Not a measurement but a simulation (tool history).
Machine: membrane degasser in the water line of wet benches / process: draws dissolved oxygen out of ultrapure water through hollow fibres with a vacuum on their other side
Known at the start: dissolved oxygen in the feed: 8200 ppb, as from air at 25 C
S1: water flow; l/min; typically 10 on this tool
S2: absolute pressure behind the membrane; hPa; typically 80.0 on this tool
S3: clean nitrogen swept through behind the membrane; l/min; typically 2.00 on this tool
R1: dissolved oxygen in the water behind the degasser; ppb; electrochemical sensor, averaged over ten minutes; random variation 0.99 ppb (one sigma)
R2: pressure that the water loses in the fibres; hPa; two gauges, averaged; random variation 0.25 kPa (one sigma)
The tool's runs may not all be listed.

run	hour	S1	S2	S3	R1	R2
1	0.0	10	80.0	2.00	93.1	667.6
2	83.2	10	80.0	2.00	94.1	669.0
3	167.6	10	80.0	2.00	96.5	664.9
4	266.1	10	80.0	2.00	95.2	667.1
5	444.9	10	80.0	2.00	94.6	662.8
6	613.8	10	133.2	2.00	156.4	665.8
7	742.7	10	133.2	2.00	157.7	658.2
8	880.4	10	133.2	2.00	158.4	661.4
9	1073.5	10	121.5	2.00	146.1	657.5
10	1185.4	10	121.5	2.00	144.0	661.9
11	1342.3	10	121.5	2.00	145.3	661.6
12	1470.4	10	121.5	2.00	144.1	655.1
13	1623.2	10	121.5	2.00	146.5	655.5
14	1785.9	10	121.5	2.00	144.1	654.0
15	1969.8	15	83.6	1.99	216.2	982.4
16	2137.7	15	83.6	1.99	217.5	984.7
# hour 2252.3: seals of the vacuum lines changed
17	2329.5	16	189.9	2.00	428.5	1037.0
18	2506.4	16	189.9	2.00	432.1	1041.1
19	2668.1	6	119.0	2.00	69.7	392.4
20	2828.7	6	119.0	1.58	86.1	393.2
# hour 2845.1: gauge calibrated
21	2922.2	12	194.3	0.94	520.8	794.3
22	3058.5	15	108.9	4.05	194.9	1000.1
23	3217.4	9	54.0	2.37	45.1	598.9
24	3407.1	9	54.0	2.37	46.1	598.0
# hour 3554.6: vacuum gauge calibrated
25	3591.5	10	193.9	1.27	334.4	664.8
26	3724.9	10	50.5	1.23	72.7	664.5
# hour 3813.7: membrane cartridge changed
27	3866.5	10	50.5	1.23	71.9	651.5

Below are 3 alternative next runs, each starting from the tool's condition after run 27. Predict each:
A	3985.5	10	80.0	4.89	?	?
B	3985.5	10	116.5	2.00	?	?
C	3985.5	10	107.6	2.20	?	?

run	R1	R2
A	60.6	659.8
B	137.4	656.3
C	119.5	659.6
With no hidden state in the tool, these same runs would have given:
run	R1	R2
A	60.6	667.0
B	137.4	663.4
C	119.5	666.7
